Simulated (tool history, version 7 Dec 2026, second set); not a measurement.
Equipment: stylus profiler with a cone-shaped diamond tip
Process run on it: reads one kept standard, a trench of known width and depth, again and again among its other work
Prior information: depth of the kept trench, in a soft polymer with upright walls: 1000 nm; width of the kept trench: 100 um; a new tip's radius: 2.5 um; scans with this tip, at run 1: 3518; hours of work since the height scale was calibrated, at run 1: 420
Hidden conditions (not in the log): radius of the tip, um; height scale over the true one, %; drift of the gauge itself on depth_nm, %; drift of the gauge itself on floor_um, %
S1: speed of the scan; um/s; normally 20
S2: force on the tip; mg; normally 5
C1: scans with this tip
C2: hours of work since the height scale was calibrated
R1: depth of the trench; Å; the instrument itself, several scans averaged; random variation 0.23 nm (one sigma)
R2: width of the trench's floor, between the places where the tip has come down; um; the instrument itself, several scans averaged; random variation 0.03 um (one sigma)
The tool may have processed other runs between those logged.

run     day  S1     S2    C1   C2       R1     R2
  1       0  20      5  3518  420  10232.7  95.62
  2   0.642  20      5  3593  429  10228.3  95.58
  3   1.758  16      5  3723  445  10228.1  95.59
  4   2.829  16      5  3848  460    10230  95.54
  5   3.567  16      5  3934  470  10229.8  95.52
  6   4.667  16      5  4063  486  10229.9  95.58
  7   6.104  20  13.91  4230  506  10436.3  95.53
  8   7.625  20  13.91  4408  527  10439.9  95.52
      7.754  -- height scale calibrated on a step standard
  9   8.646  43   2.84  4525   12  10174.9  95.45
 10   9.962   8  12.35  4679   31  10415.2  95.49
 11  10.696  39    1.8  4764   41  10144.1  95.34
 12  12.021   9  12.02  4919   60  10406.7  95.47
 13  13.392   9  12.02  5079   79  10404.1  95.43
     14.067  -- height scale calibrated on a step standard, once more
 14  14.883   9   6.89  5251   11  10255.1  95.44
 15   16.05  17   1.84  5387   28  10106.4  95.33

Hidden condition of the tool, last listed run before each entry between runs versus first listed run after:
Runs 8 to 9: height scale calibrated on a step standard (day 7.754)
  radius of the tip, um: 2.96 -> 2.97; height scale over the true one, %: 0.286 -> 0.356
  difference, measured minus the result without the unlogged condition, R1: +29.7 -> +36.1 Å; R2: -0.44 -> -0.45 um
Runs 13 to 14: height scale calibrated on a step standard, once more (day 14.067)
  radius of the tip, um: 3.02 -> 3.03; height scale over the true one, %: 0.389 -> 0.022
  difference, measured minus the result without the unlogged condition, R1: +40.4 -> +2.2 Å; R2: -0.49 -> -0.5 um
